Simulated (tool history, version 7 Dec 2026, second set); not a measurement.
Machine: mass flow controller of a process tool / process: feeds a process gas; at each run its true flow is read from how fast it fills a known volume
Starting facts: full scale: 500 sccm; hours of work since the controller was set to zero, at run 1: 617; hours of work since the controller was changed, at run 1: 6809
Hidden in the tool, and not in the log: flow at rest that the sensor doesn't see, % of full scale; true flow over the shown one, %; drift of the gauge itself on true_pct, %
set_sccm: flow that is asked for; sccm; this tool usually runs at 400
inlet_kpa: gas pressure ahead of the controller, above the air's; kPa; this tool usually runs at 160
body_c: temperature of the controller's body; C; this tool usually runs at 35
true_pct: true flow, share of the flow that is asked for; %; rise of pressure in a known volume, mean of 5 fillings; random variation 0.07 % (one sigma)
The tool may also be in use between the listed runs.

run,hour,set_sccm,inlet_kpa,body_c,hours of work since the controller was set to zero,hours of work since the controller was changed,true_pct
1,0.0,400,160,35,617,6809,100.51
2,179.3,400,160,29,735,6927,100.62
3,391.3,400,160,37,874,7066,100.62
4,695.5,400,160,37,1074,7266,100.53
5,884.5,400,160,37,1198,7390,100.50
6,1220.1,117,160,37,1419,7611,98.99
7,1460.5,400,160,35,1577,7769,100.87
8,1753.5,400,189,35,1769,7961,100.60
9,2022.8,409,160,35,1946,8138,100.87
10,2386.9,400,159,35,2185,8377,100.80
11,2567.3,400,160,35,2303,8496,100.89
12,2831.0,280,160,34,2477,8669,100.28
13,3100.9,280,160,34,2654,8846,100.33
14,3422.2,498,166,40,2865,9057,101.36
15,3595.9,498,166,40,2979,9171,101.37
16,3834.7,498,166,40,3136,9328,101.41
17,4070.4,400,177,35,3291,9483,100.94
18,4352.0,254,271,35,3476,9668,99.69
# hour 4465.6: controller exchanged for a calibrated one
19,4642.8,254,271,35,116,116,97.52
20,4792.3,254,271,35,215,215,97.59
21,4997.3,134,271,20,349,349,97.53
22,5188.7,134,271,25,475,475,97.34

Below are 3 alternative next runs, each starting from the tool's condition after run 22. Predict each:
A,5545.1,65,160,28,709,709,?
B,5545.1,62,160,24,709,709,?
C,5545.1,400,236,22,709,709,?

run,true_pct
A,97.78
B,97.95
C,99.33
Without the tool's hidden state the same runs would have given:
run,true_pct
A,97.30
B,97.45
C,99.30
